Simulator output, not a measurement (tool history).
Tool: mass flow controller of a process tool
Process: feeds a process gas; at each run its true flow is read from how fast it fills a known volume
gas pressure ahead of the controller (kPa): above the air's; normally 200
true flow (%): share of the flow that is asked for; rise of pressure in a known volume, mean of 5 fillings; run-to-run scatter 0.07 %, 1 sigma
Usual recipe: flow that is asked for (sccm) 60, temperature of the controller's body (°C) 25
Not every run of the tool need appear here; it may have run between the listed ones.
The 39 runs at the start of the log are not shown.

| run | hour | flow that is asked for (sccm) | gas pressure ahead of the controller (kPa) | temperature of the controller's body (°C) | true flow (%) |
|---|---|---|---|---|---|
| 40 | 3700.9 | 91 | 159 | 21 | 99.21 |
| 41 | 3778.3 | 91 | 159 | 21 | 99.28 |
| 42 | 3905.8 | 176 | 141 | 25 | 99.98 |
| 43 | 4010.7 | 151 | 207 | 34 | 98.28 |
| 44 | 4144.9 | 151 | 142 | 40 | 98.16 |
| 45 | 4262.1 | 67 | 145 | 22 | 98.88 |
| 46 | 4361.6 | 56 | 279 | 37 | 96.24 |
| 47 | 4482.8 | 56 | 279 | 37 | 96.17 |
| 48 | 4581.5 | 56 | 191 | 37 | 96.81 |

Below are 5 alternative next runs, each starting from the tool's condition after run 48. Predict each:
| A | 4693.2 | 60 | 200 | 23 | ? |
| B | 4693.2 | 40 | 149 | 24 | ? |
| C | 4693.2 | 56 | 253 | 30 | ? |
| D | 4693.2 | 76 | 151 | 25 | ? |
| E | 4693.2 | 146 | 200 | 25 | ? |

| run | true flow (%) |
|---|---|
| A | 98.38 |
| B | 98.42 |
| C | 97.18 |
| D | 98.52 |
| E | 99.32 |
With the hidden condition removed and each run's random variation left untouched, the same runs would have given:
| run | true flow (%) |
|---|---|
| A | 98.37 |
| B | 98.41 |
| C | 97.17 |
| D | 98.52 |
| E | 99.31 |
